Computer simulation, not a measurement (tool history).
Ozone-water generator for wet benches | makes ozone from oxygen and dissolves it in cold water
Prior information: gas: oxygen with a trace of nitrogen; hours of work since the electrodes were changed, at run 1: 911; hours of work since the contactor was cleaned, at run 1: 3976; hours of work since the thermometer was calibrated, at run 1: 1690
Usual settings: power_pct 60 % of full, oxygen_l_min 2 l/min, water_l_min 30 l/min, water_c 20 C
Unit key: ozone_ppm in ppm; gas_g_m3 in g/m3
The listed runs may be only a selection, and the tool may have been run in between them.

run,day,power_pct,oxygen_l_min,water_l_min,water_c,hours of work since the electrodes were changed,hours of work since the contactor was cleaned,hours of work since the thermometer was calibrated,ozone_ppm,gas_g_m3
1,0,60,2,30,20,911,3976,1690,9.8,218.8
2,3.112,60,2,30,20,963,4029,1742,9.8,219.2
3,7.9,60,2,30,20,1045,4110,1824,9.9,220.6
4,12.7,60,2,30,20,1126,4191,1905,9.6,218.4
5,17.542,60,2,30,20,1208,4273,1987,9.8,221.3
6,23.196,60,2,30,20,1304,4369,2083,9.7,220.1
7,25.725,60,2,30,20,1347,4412,2126,9.7,218.5
8,30.746,56,2,30,20,1432,4497,2211,9.3,208.8
9,34.888,63,2,30,24,1503,4568,2282,9.9,227.7
10,37.983,99,2,30,20,1555,4620,2334,13.9,313.2
11,42.858,99,1.14,30,20,1638,4703,2417,10.5,382.7
12,47.346,99,1.14,30,20,1714,4779,2493,10.5,381.4

Here are 3 independent what-if runs from the current tool condition. What would each one return?
A,52.833,60,3.11,30,20,1807,4872,2586,?,?
B,52.833,99,1.38,39,15,1807,4872,2586,?,?
C,52.833,60,3.25,27,26,1807,4872,2586,?,?

run,ozone_ppm,gas_g_m3
A,11.6,187.2
B,8.8,356.5
C,12.4,183.6
What these runs would have given with no unlogged condition in the tool:
run,ozone_ppm,gas_g_m3
A,12,189.2
B,9.1,361.6
C,12.8,185.5
